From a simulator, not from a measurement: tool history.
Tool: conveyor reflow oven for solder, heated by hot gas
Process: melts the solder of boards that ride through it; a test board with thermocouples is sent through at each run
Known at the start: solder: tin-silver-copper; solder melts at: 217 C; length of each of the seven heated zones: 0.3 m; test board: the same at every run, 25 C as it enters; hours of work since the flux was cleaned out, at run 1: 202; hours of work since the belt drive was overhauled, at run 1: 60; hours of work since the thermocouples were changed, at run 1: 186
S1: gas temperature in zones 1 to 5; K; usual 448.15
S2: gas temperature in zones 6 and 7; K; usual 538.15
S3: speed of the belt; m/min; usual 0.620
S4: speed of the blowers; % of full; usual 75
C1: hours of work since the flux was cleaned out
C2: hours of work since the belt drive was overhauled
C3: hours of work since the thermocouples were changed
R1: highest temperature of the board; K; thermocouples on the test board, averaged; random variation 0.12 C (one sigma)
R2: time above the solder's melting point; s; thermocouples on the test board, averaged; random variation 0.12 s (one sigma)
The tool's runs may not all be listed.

run	hour	S1	S2	S3	S4	C1	C2	C3	R1	R2
1	0.0	448.15	538.15	0.620	75	202	60	186	526.25	44.8
2	26.5	448.15	538.15	0.526	75	214	72	198	530.15	55.8
3	40.9	439.15	538.15	0.620	75	220	78	205	524.65	41.8
4	56.5	439.15	538.15	0.620	75	227	85	212	524.75	42.0
5	68.2	439.15	538.15	0.620	75	233	90	217	524.75	41.7
6	90.0	458.15	538.15	0.620	75	242	100	226	527.35	48.6
7	115.7	458.15	538.15	0.620	75	254	112	238	527.15	48.4
8	135.2	458.15	538.15	0.620	75	262	120	246	527.35	48.5
9	161.3	458.15	538.15	0.620	75	274	132	258	527.35	48.5
10	180.1	458.15	533.15	0.620	75	282	140	266	522.65	46.4
11	193.3	452.15	527.15	0.718	53	288	146	272	506.65	24.5
12	207.9	452.15	552.15	0.645	53	294	152	279	531.55	45.5
13	223.0	443.15	529.15	0.645	89	301	159	285	519.05	38.4
14	241.6	448.15	537.15	0.678	73	309	167	294	522.05	38.2
# hour 263.7: flux residue cleaned out of gas plates and filters
15	268.1	448.15	526.15	0.620	72	2	177	303	514.75	37.9
16	281.7	461.15	526.15	0.686	58	8	183	309	511.35	33.4
17	296.8	439.15	535.15	0.520	62	15	190	316	523.75	49.9

Forecast each of these 3 alternatives for the next run:
A	321.6	448.15	538.15	0.620	61	26	201	327	?	?
B	321.6	439.15	549.15	0.650	62	26	201	327	?	?
C	321.6	438.15	532.15	0.620	80	26	201	327	?	?

run	R1	R2
A	522.75	42.3
B	529.45	41.1
C	520.15	39.3
Without the tool's hidden state the same runs would have given:
run	R1	R2
A	522.75	42.3
B	529.45	41.1
C	520.15	39.3

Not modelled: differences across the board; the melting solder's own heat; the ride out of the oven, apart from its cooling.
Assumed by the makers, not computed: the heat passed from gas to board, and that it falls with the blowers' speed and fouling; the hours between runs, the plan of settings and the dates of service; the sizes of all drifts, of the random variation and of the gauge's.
